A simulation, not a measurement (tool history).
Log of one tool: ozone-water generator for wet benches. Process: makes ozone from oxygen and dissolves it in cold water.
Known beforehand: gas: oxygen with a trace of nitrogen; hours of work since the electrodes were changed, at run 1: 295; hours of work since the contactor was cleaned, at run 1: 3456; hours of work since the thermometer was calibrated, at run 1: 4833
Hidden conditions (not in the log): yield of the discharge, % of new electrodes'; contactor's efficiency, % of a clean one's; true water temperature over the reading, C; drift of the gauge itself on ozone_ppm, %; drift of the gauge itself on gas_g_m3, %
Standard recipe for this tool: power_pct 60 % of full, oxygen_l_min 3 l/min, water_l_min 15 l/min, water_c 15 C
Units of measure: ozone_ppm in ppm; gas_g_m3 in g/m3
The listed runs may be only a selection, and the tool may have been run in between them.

| run | hour | power_pct | oxygen_l_min | water_l_min | water_c | hours of work since the electrodes were changed | hours of work since the contactor was cleaned | hours of work since the thermometer was calibrated | ozone_ppm | gas_g_m3 |
|---|---|---|---|---|---|---|---|---|---|---|
| 1 | 0 | 60 | 3 | 15 | 15 | 295 | 3456 | 4833 | 26 | 242.1 |
| 2 | 73.6 | 66 | 3 | 15 | 15 | 352 | 3513 | 4890 | 27.3 | 254.7 |
| 3 | 147.1 | 66 | 3 | 15 | 15 | 409 | 3570 | 4947 | 27.3 | 254.3 |
| 4 | 199.2 | 60 | 3 | 15 | 15 | 450 | 3611 | 4987 | 25.9 | 243.1 |
| 5 | 267.5 | 60 | 3 | 22 | 15 | 503 | 3664 | 5040 | 18.5 | 240.7 |
| 6 | 322.7 | 60 | 3 | 22 | 15 | 546 | 3707 | 5083 | 18.4 | 241 |
| 7 | 358.4 | 60 | 3 | 22 | 15 | 573 | 3734 | 5111 | 18.6 | 240.3 |
| 8 | 416.2 | 60 | 3 | 22 | 15 | 618 | 3779 | 5156 | 18.4 | 241.7 |
| 9 | 490.8 | 60 | 3 | 18 | 15 | 676 | 3837 | 5214 | 22.3 | 240.4 |
| 10 | 545.5 | 60 | 3 | 18 | 15 | 719 | 3880 | 5256 | 22.1 | 240.1 |
| 11 | 584.1 | 60 | 3 | 18 | 8 | 749 | 3910 | 5286 | 23.5 | 240.4 |
| 12 | 647.3 | 60 | 3 | 15 | 10 | 798 | 3959 | 5335 | 26.7 | 237.4 |
| 13 | 719.1 | 60 | 3 | 15 | 10 | 853 | 4015 | 5391 | 27 | 237.5 |
| 14 | 762.3 | 60 | 3 | 15 | 15 | 887 | 4048 | 5425 | 25.5 | 238.5 |
|  | 774.6 | water thermometer calibrated |
| 15 | 802.6 | 60 | 3 | 15 | 15 | 918 | 4079 | 22 | 25.5 | 237 |
| 16 | 853.5 | 60 | 3 | 15 | 15 | 957 | 4118 | 61 | 25.3 | 239.1 |
|  | 898 | water thermometer calibrated, once more |
| 17 | 912.5 | 60 | 3 | 17 | 15 | 1003 | 4164 | 11 | 22.8 | 235.1 |
| 18 | 946.1 | 78 | 2.81 | 17 | 15 | 1029 | 4190 | 37 | 25.8 | 278.2 |
| 19 | 1012.6 | 58 | 3 | 15 | 15 | 1081 | 4242 | 89 | 25.1 | 232 |
| 20 | 1050.1 | 43 | 3 | 16 | 15 | 1110 | 4271 | 118 | 20.4 | 198.5 |
| 21 | 1089.1 | 54 | 2.75 | 10 | 15 | 1140 | 4301 | 148 | 31.4 | 230.6 |
| 22 | 1167 | 96 | 1.74 | 10 | 15 | 1200 | 4362 | 209 | 37.1 | 358.1 |
| 23 | 1242.3 | 60 | 3.06 | 15 | 17 | 1259 | 4420 | 267 | 24.9 | 234.8 |
| 24 | 1304.9 | 60 | 3.96 | 15 | 8 | 1308 | 4469 | 316 | 30.1 | 214.9 |
| 25 | 1351.7 | 60 | 3 | 15 | 20 | 1344 | 4505 | 352 | 23.6 | 235 |
| 26 | 1389.7 | 76 | 3 | 15 | 8 | 1373 | 4535 | 382 | 30.6 | 266.6 |
| 27 | 1443.2 | 76 | 3 | 15 | 8 | 1415 | 4576 | 423 | 30.5 | 266.4 |
| 28 | 1514.7 | 76 | 3 | 15 | 8 | 1470 | 4632 | 479 | 30.6 | 265.2 |
| 29 | 1550.3 | 91 | 3.08 | 15 | 7 | 1498 | 4659 | 506 | 34.8 | 288.2 |
| 30 | 1604.6 | 57 | 3 | 17 | 15 | 1540 | 4701 | 549 | 21.9 | 227.2 |
| 31 | 1677.5 | 60 | 3 | 12 | 15 | 1597 | 4758 | 605 | 29.5 | 231 |
| 32 | 1734.1 | 93 | 3 | 21 | 15 | 1641 | 4802 | 649 | 23.3 | 293.7 |

Some steps in ozone_ppm between neighbouring runs. How much of each would the tool show without its hidden state too (settings, what came in, random variation), and how much is left for the hidden state, with any gauge scatter that isn't in both results?
Run 20 -> 21: power_pct 43 -> 54, oxygen_l_min 3 -> 2.75, water_l_min 16 -> 10. ozone_ppm +11 ppm: hidden state -0.5, all else +11.5.
Run 21 -> 22: power_pct 54 -> 96, oxygen_l_min 2.75 -> 1.74. ozone_ppm +5.7 ppm: hidden state -0.9, all else +6.6.
Run 22 -> 23: power_pct 96 -> 60, oxygen_l_min 1.74 -> 3.06, water_l_min 10 -> 15, water_c 15 -> 17. ozone_ppm -12.2 ppm: hidden state +0.9, all else -13.1.
Run 29 -> 30: power_pct 91 -> 57, oxygen_l_min 3.08 -> 3, water_l_min 15 -> 17, water_c 7 -> 15. ozone_ppm -12.9 ppm: hidden state +1.3, all else -14.2.
